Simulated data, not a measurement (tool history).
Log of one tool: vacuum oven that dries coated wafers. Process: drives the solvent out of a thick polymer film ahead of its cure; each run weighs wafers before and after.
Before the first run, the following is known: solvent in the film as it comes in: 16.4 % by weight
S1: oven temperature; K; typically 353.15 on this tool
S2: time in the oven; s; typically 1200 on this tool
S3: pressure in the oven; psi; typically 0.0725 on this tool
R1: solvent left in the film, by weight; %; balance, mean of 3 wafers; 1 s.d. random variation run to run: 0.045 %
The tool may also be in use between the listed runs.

run,day,S1,S2,S3,R1
1,0.000,353.15,1200,0.0725,1.66
2,1.850,353.15,1200,0.0376,1.63
3,4.542,353.15,1200,0.0376,1.52
4,7.367,344.15,1200,0.0725,4.48
5,9.246,344.15,1200,0.0725,4.47
6,10.525,353.15,1200,0.0725,1.62
7,12.567,353.15,1200,0.0725,1.55
8,15.642,353.15,1200,0.0725,1.63
9,17.379,353.15,1200,0.0725,1.60
10,19.671,353.15,1200,0.0725,1.54
11,21.217,353.15,1200,0.0725,1.63
12,23.750,353.15,1200,0.0725,1.52
13,25.346,353.15,1200,0.0725,1.65
14,26.592,353.15,1200,0.2289,1.97
15,28.104,351.15,1200,0.1923,2.39
16,30.842,343.15,660,0.1923,7.62
17,32.646,356.15,900,0.0518,1.63
18,34.683,363.15,1620,0.0661,0.24
19,36.000,353.15,1920,0.1536,0.87
20,37.488,365.15,840,0.0421,0.46
21,38.783,346.15,1380,0.2698,3.49
22,40.167,346.15,1380,0.2698,3.44
23,43.154,350.15,1380,0.2698,2.32
24,44.779,350.15,1380,0.2698,2.29
25,47.750,345.15,1500,0.0393,2.80

Run 26, settings as shown, results not yet in. Your forecast:
26,49.988,368.15,1620,0.0393,?

Run 26 came out at R1 0.08 %.
On a tool with no hidden condition, and with the same random variation, this run would have come out at R1 0.00 %.

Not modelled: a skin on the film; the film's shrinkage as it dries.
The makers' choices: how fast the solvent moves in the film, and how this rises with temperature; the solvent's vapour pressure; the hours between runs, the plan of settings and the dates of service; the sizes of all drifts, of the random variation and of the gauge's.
